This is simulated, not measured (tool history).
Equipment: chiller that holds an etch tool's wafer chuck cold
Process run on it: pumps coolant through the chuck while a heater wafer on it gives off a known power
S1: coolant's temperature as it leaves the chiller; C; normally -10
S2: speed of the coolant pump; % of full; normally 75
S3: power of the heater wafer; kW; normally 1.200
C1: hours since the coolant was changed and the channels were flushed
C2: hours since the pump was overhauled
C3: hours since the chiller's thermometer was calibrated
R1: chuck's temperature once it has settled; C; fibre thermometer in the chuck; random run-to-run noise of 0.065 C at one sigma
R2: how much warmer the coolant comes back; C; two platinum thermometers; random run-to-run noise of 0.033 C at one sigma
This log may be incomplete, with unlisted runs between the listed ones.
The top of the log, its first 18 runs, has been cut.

Run 19, hour 960.6: usual settings but S1 -2 C, S2 60 % of full, S3 0.686 kW; C1 5904; C2 1783; C3 757. Result: R1 5.05 C, R2 3.26 C.
Run 20, hour 1007.2: usual settings but S1 -2 C, S2 60 % of full, S3 0.686 kW; C1 5951; C2 1830; C3 804. Result: R1 4.91 C, R2 3.24 C.
Run 21, hour 1066.0: usual settings but S1 -3 C, S2 62 % of full, S3 1.113 kW; C1 6010; C2 1889; C3 863. Result: R1 8.11 C, R2 5.04 C.
Run 22, hour 1111.0: usual settings but S1 -3 C, S2 62 % of full, S3 1.113 kW; C1 6055; C2 1934; C3 908. Result: R1 8.26 C, R2 5.04 C.
Run 23, hour 1150.6: usual settings but S2 62 % of full, S3 0.781 kW; C1 6094; C2 1973; C3 947. Result: R1 -2.15 C, R2 3.56 C.
Run 24, hour 1216.4: usual settings but S1 -11 C, S2 82 % of full, S3 1.031 kW; C1 6160; C2 2039; C3 1013. Result: R1 -2.21 C, R2 3.48 C.
Run 25, hour 1285.5: usual settings but S1 -11 C, S2 82 % of full, S3 1.031 kW; C1 6229; C2 2108; C3 1082. Result: R1 -2.23 C, R2 3.51 C.
Run 26, hour 1328.7: usual settings but S1 -11 C, S2 82 % of full, S3 1.031 kW; C1 6272; C2 2151; C3 1125. Result: R1 -2.07 C, R2 3.51 C.
Run 27, hour 1387.8: usual settings but S1 -2 C, S2 69 % of full, S3 1.031 kW; C1 6331; C2 2211; C3 1184. Result: R1 7.76 C, R2 4.20 C.
Run 28, hour 1423.3: usual settings but S1 -7 C, S2 84 % of full, S3 0.851 kW; C1 6367; C2 2246; C3 1220. Result: R1 0.36 C, R2 2.83 C.
Run 29, hour 1453.5: usual settings but S1 -7 C, S2 84 % of full, S3 0.851 kW; C1 6397; C2 2276; C3 1250. Result: R1 0.26 C, R2 2.86 C.
Run 30, hour 1497.3: usual settings but S1 -13 C; C1 6441; C2 2320; C3 1294. Result: R1 -2.17 C, R2 4.49 C.
Run 31, hour 1528.5: usual settings but S2 97 % of full, S3 1.176 kW; C1 6472; C2 2351; C3 1325. Result: R1 -0.90 C, R2 3.35 C.

3 options for the next run, each taken on its own from the tool as it stands now. Forecast them:
Run A, hour 1579.0: usual settings but S1 -12 C, S2 60 % of full, S3 1.745 kW; C1 6523; C2 2402; C3 1376. Result: R1 ?, R2 ?.
Run B, hour 1579.0: usual settings but S1 -19 C, S3 1.544 kW; C1 6523; C2 2402; C3 1376. Result: R1 ?, R2 ?.
Run C, hour 1579.0: usual settings but S1 -9 C, S3 0.832 kW; C1 6523; C2 2402; C3 1376. Result: R1 ?, R2 ?.

run     R1    R2
  A   5.78  8.17
  B  -5.14  5.78
  C  -1.46  3.10
Stripped of hidden state, with their random variation kept, the same runs would have yielded:
run     R1    R2
  A   5.46  8.16
  B  -5.45  5.77
  C  -1.76  3.10
